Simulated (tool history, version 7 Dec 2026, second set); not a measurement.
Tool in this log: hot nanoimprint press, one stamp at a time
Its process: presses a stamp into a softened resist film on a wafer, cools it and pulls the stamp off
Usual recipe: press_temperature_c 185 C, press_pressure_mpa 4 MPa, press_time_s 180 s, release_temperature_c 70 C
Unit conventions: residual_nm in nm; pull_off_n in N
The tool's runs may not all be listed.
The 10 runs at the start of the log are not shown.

run   hour  press_temperature_c  press_pressure_mpa  press_time_s  release_temperature_c  residual_nm  pull_off_n
 11  126.4                  185                   4           180                     70        200.5         109
 12  139.2                  185                   4           180                     70        198.7         111
 13  152.3                  185                   4           180                     70          201         113
 14  163.2                  185                   4           124                     70        234.9         111
 15  179.7                  185                5.96           180                     70          170         114
 16  193.3                  185                5.96           180                     70        168.8         119
 17  205.1                  185                5.96           180                     70        169.7         112
 18  216.8                  181                5.96           180                     68        209.3         120
 19    224                  193                   4           180                     70        139.8         114
 20  240.3                  188                   4           180                     77        178.3          95
 21  253.9                  188                   4           180                     77        177.4          95
 22  262.2                  185                6.06           130                     63        196.3         142
     285.2  -- stamp cleaned and given a new release coat
 23  285.2                  189                2.61           180                     77        207.1          84
 24  302.4                  187                5.02           136                     66        190.1         114
 25  311.5                  187                5.02           136                     66          190         117
 26  320.9                  187                5.02           136                     66        192.1         120
 27  330.8                  180                4.02           173                     75          262          91
 28    346                  185                   4           122                     56        241.4         152
 29  360.7                  185                   4           122                     56        240.9         151
 30  369.4                  185                   4           122                     56        240.4         154
 31  383.2                  187                   4           213                     73        175.8         102

Each row is a separate what-if for the run after 31, all from the same tool condition, not one after another. Results?
  A  399.1                  187                3.36           213                     73            ?           ?
  B  399.1                  187                3.69           213                     73            ?           ?
  C  399.1                  187                3.31           213                     73            ?           ?

run  residual_nm  pull_off_n
  A        191.7         102
  B        182.4         107
  C        193.4         103
The same runs, with their run-to-run variation unchanged, on a tool lacking any hidden condition would have given:
run  residual_nm  pull_off_n
  A        183.4          91
  B        174.2          96
  C          185          92

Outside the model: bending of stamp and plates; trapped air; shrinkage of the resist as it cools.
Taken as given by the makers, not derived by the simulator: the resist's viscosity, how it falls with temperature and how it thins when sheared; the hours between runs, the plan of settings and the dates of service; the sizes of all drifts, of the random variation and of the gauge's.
